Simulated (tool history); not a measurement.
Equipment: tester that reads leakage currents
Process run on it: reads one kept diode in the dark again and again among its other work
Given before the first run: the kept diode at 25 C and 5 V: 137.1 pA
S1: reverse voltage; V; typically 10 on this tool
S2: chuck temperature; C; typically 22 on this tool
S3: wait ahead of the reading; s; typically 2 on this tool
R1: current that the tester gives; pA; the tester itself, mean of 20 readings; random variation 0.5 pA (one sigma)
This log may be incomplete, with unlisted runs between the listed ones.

run    hour    S1  S2    S3       R1
  1       0    10  22     2    195.7
  2    39.2    10  22     2   197.88
  3    81.9    10  49     2  1324.39
  4   124.5    10  49     2  1333.76
  5   198.5    10  49     2  1334.37
      230.3  -- chuck's temperature calibrated
  6   280.6    10  49     2  1210.68
  7     327   1.3  22     2    50.87
  8   381.4    10  53     2   1568.4
  9   419.1    10  22  1.52   180.25
 10   468.7    10  22     2   181.49
 11   546.3    10  22     2   181.71
 12   601.4    10  22     2   182.76
 13   667.1    10  22     2   183.39
 14   733.6    10  22     2   184.32
 15   801.7    10  22   1.7   186.44
 16   867.5    10  22   1.7   186.77
 17   940.7    10  22   1.7   188.67
 18  1012.8    10  22   1.7    188.2
 19  1064.5    10  22  5.97    187.5
 20  1136.5    10  22     2   189.89
     1154.5  -- probe card cleaned and baked
 21  1174.5     2  23  6.25    71.91
 22  1208.7     2  23  6.25    71.88
     1218.4  -- tester calibrated
 23    1247     2  23  6.25    72.65
 24  1307.4     7  45  0.44   778.59
 25  1383.2   7.9  45  0.44   839.32
 26  1440.7   5.1  25  0.52    154.4
     1488.6  -- tester calibrated, once more
 27  1506.3   1.3  52  1.13   446.87
 28    1573  10.5  22     2   184.01
 29  1614.6  10.5  22     2   184.82
 30  1650.9  18.4  44  3.55  1285.23
 31  1705.3  18.4  44  3.55  1282.98
 32  1758.7  12.6  29  7.24   352.06
 33  1834.7   4.1  44     2   527.91
 34  1898.4   4.1  44     2    528.8
 35  1941.9   4.1  44     2   531.05
 36  2007.7   2.6  40  1.26   306.94
 37  2086.4   2.6  40  1.26      308
 38  2133.5   3.6  23  4.44   107.21
 39  2168.9   3.6  23  4.44   107.81

Predict each of these 3 candidate next runs independently; none follows another, all start after run 39:
  A  2207.7  3.8  29  6.12   ?
  B  2207.7  3.6  34  4.44   ?
  C  2207.7  6.2  22     2   ?

run      R1
  A  175.42
  B  244.53
  C  139.94
Stripped of hidden state, with their random variation kept, the same runs would have yielded:
run      R1
  A   158.5
  B  222.45
  C  124.33

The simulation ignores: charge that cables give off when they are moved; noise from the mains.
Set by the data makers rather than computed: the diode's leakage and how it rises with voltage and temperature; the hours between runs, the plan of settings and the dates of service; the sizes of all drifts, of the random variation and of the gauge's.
